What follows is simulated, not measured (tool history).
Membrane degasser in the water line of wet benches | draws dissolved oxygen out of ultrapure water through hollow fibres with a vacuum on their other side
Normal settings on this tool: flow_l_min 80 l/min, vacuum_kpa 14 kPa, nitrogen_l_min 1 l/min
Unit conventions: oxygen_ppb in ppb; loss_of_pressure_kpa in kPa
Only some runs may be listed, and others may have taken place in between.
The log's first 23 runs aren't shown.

run 24 day=84.438 | flow_l_min=114 vacuum_kpa=15.5 nitrogen_l_min=2.74 | oxygen_ppb=1315.1 loss_of_pressure_kpa=39.61
run 25 day=89.592 | flow_l_min=123 vacuum_kpa=15.5 nitrogen_l_min=2.34 | oxygen_ppb=1496.8 loss_of_pressure_kpa=42.52
run 26 day=94.204 | flow_l_min=123 vacuum_kpa=15.5 nitrogen_l_min=2.34 | oxygen_ppb=1469.3 loss_of_pressure_kpa=42.75
run 27 day=97.904 | flow_l_min=123 vacuum_kpa=15.5 nitrogen_l_min=1.43 | oxygen_ppb=1890.8 loss_of_pressure_kpa=43.05
run 28 day=101.488 | flow_l_min=123 vacuum_kpa=15.5 nitrogen_l_min=1.43 | oxygen_ppb=1895.3 loss_of_pressure_kpa=42.59
run 29 day=105.667 | flow_l_min=80 vacuum_kpa=14 nitrogen_l_min=0.66 | oxygen_ppb=1905.9 loss_of_pressure_kpa=27.99
run 30 day=110.238 | flow_l_min=80 vacuum_kpa=30.8 nitrogen_l_min=1 | oxygen_ppb=2865.3 loss_of_pressure_kpa=28
run 31 day=112.796 | flow_l_min=80 vacuum_kpa=18.8 nitrogen_l_min=2.25 | oxygen_ppb=1282.9 loss_of_pressure_kpa=27.86
run 32 day=117.375 | flow_l_min=68 vacuum_kpa=27.8 nitrogen_l_min=1.1 | oxygen_ppb=2335.5 loss_of_pressure_kpa=23.85

Consider 3 possible next runs. They are alternatives, not a sequence: every one starts from the tool as it was left by run 32. What does each give?
run A day=120.362 | flow_l_min=50 vacuum_kpa=9.1 nitrogen_l_min=1 | oxygen_ppb=? loss_of_pressure_kpa=?
run B day=120.362 | flow_l_min=63 vacuum_kpa=15.1 nitrogen_l_min=1.1 | oxygen_ppb=? loss_of_pressure_kpa=?
run C day=120.362 | flow_l_min=70 vacuum_kpa=13.8 nitrogen_l_min=0.83 | oxygen_ppb=? loss_of_pressure_kpa=?

run=A oxygen_ppb=726.4 loss_of_pressure_kpa=17.5
run=B oxygen_ppb=1345.2 loss_of_pressure_kpa=22.24
run=C oxygen_ppb=1548.8 loss_of_pressure_kpa=24.51
With the hidden condition removed and each run's random variation left untouched, the same runs would have given:
run=A oxygen_ppb=690 loss_of_pressure_kpa=17
run=B oxygen_ppb=1308.3 loss_of_pressure_kpa=21.6
run=C oxygen_ppb=1507.1 loss_of_pressure_kpa=23.79
